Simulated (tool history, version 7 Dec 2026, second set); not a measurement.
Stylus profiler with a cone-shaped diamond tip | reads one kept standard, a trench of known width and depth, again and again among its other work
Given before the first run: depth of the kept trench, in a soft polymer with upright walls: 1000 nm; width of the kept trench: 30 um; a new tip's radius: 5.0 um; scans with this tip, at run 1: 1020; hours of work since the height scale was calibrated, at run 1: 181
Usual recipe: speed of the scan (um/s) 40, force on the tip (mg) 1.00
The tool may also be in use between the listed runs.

| run | hour | speed of the scan (um/s) | force on the tip (mg) | scans with this tip | hours of work since the height scale was calibrated | depth of the trench (Å) | width of the trench's floor (um) |
|---|---|---|---|---|---|---|---|
| 1 | 0.0 | 40 | 1.00 | 1020 | 181 | 10086.3 | 23.41 |
| 2 | 14.5 | 30 | 1.00 | 1064 | 189 | 10082.9 | 23.54 |
| 3 | 33.0 | 30 | 1.00 | 1121 | 199 | 10085.2 | 23.46 |
| 4 | 46.9 | 30 | 1.00 | 1163 | 207 | 10083.2 | 23.49 |
| 5 | 62.8 | 40 | 1.00 | 1212 | 215 | 10084.3 | 23.47 |
| 6 | 74.4 | 40 | 1.00 | 1247 | 222 | 10083.5 | 23.37 |
| 7 | 86.2 | 40 | 1.00 | 1283 | 228 | 10084.5 | 23.42 |
| 8 | 95.8 | 40 | 1.00 | 1313 | 233 | 10084.0 | 23.46 |
| 9 | 115.4 | 40 | 1.61 | 1373 | 244 | 10119.1 | 23.40 |
| 10 | 124.7 | 92 | 1.61 | 1401 | 249 | 10109.4 | 23.02 |
| 11 | 138.4 | 92 | 1.61 | 1443 | 256 | 10112.5 | 23.04 |
| 12 | 155.4 | 106 | 1.00 | 1495 | 266 | 10083.2 | 22.72 |
| 13 | 173.3 | 106 | 1.00 | 1549 | 275 | 10087.7 | 22.72 |
| 14 | 191.8 | 106 | 1.00 | 1606 | 285 | 10081.4 | 22.68 |
| 15 | 207.1 | 106 | 1.00 | 1653 | 294 | 10083.0 | 22.71 |
| 16 | 218.3 | 80 | 1.00 | 1687 | 300 | 10077.2 | 22.93 |
| 17 | 229.3 | 80 | 1.00 | 1720 | 306 | 10082.7 | 22.89 |
| 18 | 239.0 | 80 | 1.00 | 1750 | 311 | 10084.7 | 22.95 |
| 19 | 256.0 | 80 | 1.00 | 1802 | 320 | 10083.5 | 22.95 |
| 20 | 266.5 | 14 | 1.00 | 1834 | 326 | 10080.5 | 23.55 |
| 21 | 274.6 | 14 | 1.00 | 1859 | 330 | 10084.1 | 23.58 |
| 22 | 293.3 | 40 | 1.00 | 1916 | 340 | 10080.3 | 23.20 |
| 23 | 303.0 | 40 | 2.21 | 1946 | 346 | 10141.5 | 23.37 |
| 24 | 318.3 | 40 | 2.21 | 1992 | 354 | 10139.5 | 23.40 |
| 25 | 332.2 | 40 | 0.52 | 2035 | 361 | 10050.9 | 23.11 |
| 26 | 351.8 | 40 | 0.52 | 2095 | 372 | 10049.9 | 23.10 |
| 27 | 369.0 | 40 | 0.52 | 2147 | 381 | 10052.7 | 23.05 |
| 28 | 382.5 | 40 | 0.52 | 2188 | 389 | 10048.3 | 23.10 |
| 29 | 397.9 | 11 | 0.73 | 2235 | 397 | 10067.0 | 23.45 |
| 30 | 416.1 | 12 | 0.38 | 2291 | 407 | 10037.5 | 23.45 |
|  | 417.7 | height scale calibrated on a step standard |
| 31 | 432.2 | 12 | 0.38 | 2338 | 8 | 10036.3 | 23.35 |
| 32 | 446.6 | 75 | 0.55 | 2383 | 16 | 10054.4 | 22.58 |
| 33 | 463.9 | 75 | 0.55 | 2435 | 25 | 10049.8 | 22.58 |
| 34 | 472.7 | 75 | 0.55 | 2462 | 30 | 10054.4 | 22.64 |
| 35 | 481.1 | 14 | 0.85 | 2488 | 34 | 10066.1 | 23.46 |
| 36 | 500.3 | 40 | 1.67 | 2547 | 45 | 10116.4 | 23.30 |
|  | 503.3 | height scale calibrated on a step standard, once more |
| 37 | 512.9 | 21 | 1.51 | 2583 | 5 | 10113.3 | 23.42 |
| 38 | 529.7 | 28 | 0.63 | 2635 | 14 | 10058.6 | 23.22 |
| 39 | 541.4 | 141 | 0.82 | 2671 | 21 | 10074.7 | 21.98 |
| 40 | 551.7 | 40 | 0.72 | 2702 | 26 | 10068.4 | 23.08 |
| 41 | 571.3 | 40 | 0.72 | 2762 | 37 | 10062.0 | 23.06 |
| 42 | 582.0 | 40 | 0.72 | 2795 | 43 | 10070.6 | 23.07 |
| 43 | 602.1 | 40 | 0.72 | 2856 | 54 | 10065.5 | 23.08 |
| 44 | 621.2 | 40 | 0.72 | 2914 | 64 | 10063.5 | 22.99 |
| 45 | 635.0 | 19 | 1.42 | 2956 | 71 | 10102.4 | 23.36 |
| 46 | 645.8 | 24 | 1.37 | 2989 | 77 | 10103.1 | 23.29 |

Difference, measured minus no-hidden-state, one row per run. Run-to-run variation is common to both terms; the gauge's own scatter need not be:
Hidden conditions of the tool in this case: radius of the tip, um; height scale over the true one, %; drift of the gauge itself on depth_nm, %; drift of the gauge itself on floor_um, %.
| run | depth of the trench (Å) | width of the trench's floor (um) |
|---|---|---|
| 1 | -2.3 | -0.17 |
| 2 | -2.4 | -0.18 |
| 3 | -2.6 | -0.19 |
| 4 | -2.7 | -0.19 |
| 5 | -2.9 | -0.19 |
| 6 | -2.9 | -0.20 |
| 7 | -3.1 | -0.21 |
| 8 | -3.2 | -0.22 |
| 9 | -3.3 | -0.22 |
| 10 | -3.4 | -0.23 |
| 11 | -3.5 | -0.24 |
| 12 | -3.7 | -0.24 |
| 13 | -3.7 | -0.26 |
| 14 | -3.9 | -0.26 |
| 15 | -4.1 | -0.27 |
| 16 | -4.2 | -0.28 |
| 17 | -4.3 | -0.28 |
| 18 | -4.3 | -0.29 |
| 19 | -4.5 | -0.30 |
| 20 | -4.6 | -0.30 |
| 21 | -4.6 | -0.31 |
| 22 | -4.8 | -0.32 |
| 23 | -4.9 | -0.32 |
| 24 | -5.0 | -0.32 |
| 25 | -5.1 | -0.34 |
| 26 | -5.2 | -0.35 |
| 27 | -5.3 | -0.36 |
| 28 | -5.5 | -0.36 |
| 29 | -5.6 | -0.37 |
| 30 | -5.7 | -0.38 |
| 31 | -7.1 | -0.39 |
| 32 | -7.2 | -0.40 |
| 33 | -7.3 | -0.41 |
| 34 | -7.4 | -0.40 |
| 35 | -7.5 | -0.41 |
| 36 | -7.7 | -0.43 |
| 37 | -2.6 | -0.43 |
| 38 | -2.7 | -0.44 |
| 39 | -2.9 | -0.44 |
| 40 | -2.9 | -0.45 |
| 41 | -3.1 | -0.46 |
| 42 | -3.2 | -0.47 |
| 43 | -3.3 | -0.47 |
| 44 | -3.5 | -0.49 |
| 45 | -3.6 | -0.49 |
| 46 | -3.7 | -0.50 |
